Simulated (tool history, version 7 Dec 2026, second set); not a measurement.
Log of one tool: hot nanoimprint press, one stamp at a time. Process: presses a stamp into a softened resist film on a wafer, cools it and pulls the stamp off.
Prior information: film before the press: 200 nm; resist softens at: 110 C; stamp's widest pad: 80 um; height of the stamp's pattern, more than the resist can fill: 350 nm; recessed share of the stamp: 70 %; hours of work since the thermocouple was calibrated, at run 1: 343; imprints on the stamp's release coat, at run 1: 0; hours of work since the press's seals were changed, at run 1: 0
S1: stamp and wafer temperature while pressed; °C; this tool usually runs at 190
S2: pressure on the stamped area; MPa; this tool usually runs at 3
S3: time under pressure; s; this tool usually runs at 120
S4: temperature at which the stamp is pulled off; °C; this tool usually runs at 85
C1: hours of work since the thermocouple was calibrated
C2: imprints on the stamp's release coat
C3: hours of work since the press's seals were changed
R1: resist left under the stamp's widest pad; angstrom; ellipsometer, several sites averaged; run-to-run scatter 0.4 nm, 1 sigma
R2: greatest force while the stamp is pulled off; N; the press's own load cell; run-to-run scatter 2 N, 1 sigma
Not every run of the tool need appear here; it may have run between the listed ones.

run 1 hour=0 | S1=190 S2=3 S3=120 S4=85 | C1=343 C2=0 C3=0 | R1=933 R2=187
run 2 hour=60.2 | S1=190 S2=3 S3=120 S4=85 | C1=377 C2=238 C3=34 | R1=927 R2=184
run 3 hour=159 | S1=190 S2=3 S3=120 S4=85 | C1=432 C2=630 C3=89 | R1=923 R2=181
run 4 hour=220.9 | S1=190 S2=3 S3=120 S4=85 | C1=467 C2=875 C3=124 | R1=913 R2=183
-- hour=241.5 stamp cleaned and given a new release coat
run 5 hour=280.5 | S1=190 S2=3 S3=120 S4=85 | C1=497 C2=154 C3=154 | R1=927 R2=186
run 6 hour=349 | S1=190 S2=3 S3=120 S4=85 | C1=535 C2=426 C3=192 | R1=925 R2=184
run 7 hour=433.7 | S1=190 S2=3 S3=120 S4=85 | C1=582 C2=761 C3=239 | R1=920 R2=185
-- hour=445.3 plate thermocouple calibrated
-- hour=487.9 stamp cleaned and given a new release coat
run 8 hour=498.9 | S1=190 S2=3 S3=120 S4=85 | C1=27 C2=43 C3=271 | R1=920 R2=191
run 9 hour=549.8 | S1=190 S2=4.38 S3=120 S4=85 | C1=55 C2=245 C3=299 | R1=776 R2=185
run 10 hour=647.3 | S1=190 S2=3.6 S3=120 S4=85 | C1=110 C2=631 C3=354 | R1=846 R2=187
run 11 hour=718.8 | S1=190 S2=3.6 S3=120 S4=85 | C1=150 C2=914 C3=394 | R1=848 R2=186
-- hour=732.2 stamp cleaned and given a new release coat
run 12 hour=804.3 | S1=190 S2=3 S3=120 S4=77 | C1=194 C2=286 C3=439 | R1=908 R2=193
run 13 hour=857 | S1=190 S2=3 S3=120 S4=77 | C1=224 C2=495 C3=468 | R1=909 R2=197
run 14 hour=905.8 | S1=190 S2=3 S3=120 S4=85 | C1=251 C2=688 C3=495 | R1=914 R2=186
-- hour=975.2 stamp cleaned and given a new release coat
run 15 hour=984.9 | S1=190 S2=3 S3=120 S4=85 | C1=292 C2=39 C3=536 | R1=916 R2=183
run 16 hour=1026.8 | S1=185 S2=3.34 S3=120 S4=87 | C1=315 C2=205 C3=560 | R1=1034 R2=184
run 17 hour=1092.3 | S1=185 S2=3.34 S3=120 S4=87 | C1=352 C2=464 C3=596 | R1=1034 R2=182
run 18 hour=1194.7 | S1=186 S2=4.8 S3=66 S4=92 | C1=409 C2=870 C3=654 | R1=1071 R2=175

Run 19, settings as shown, results not yet in. Your forecast:
-- hour=1212.3 stamp cleaned and given a new release coat
run 19 hour=1288.1 | S1=186 S2=2.43 S3=126 S4=92 | C1=458 C2=300 C3=703 | R1=? R2=?

R1: 1111 angstrom
R2: 178 N
The same run, on a tool lacking any hidden state, would have yielded R1 1121 angstrom, R2 177 N.
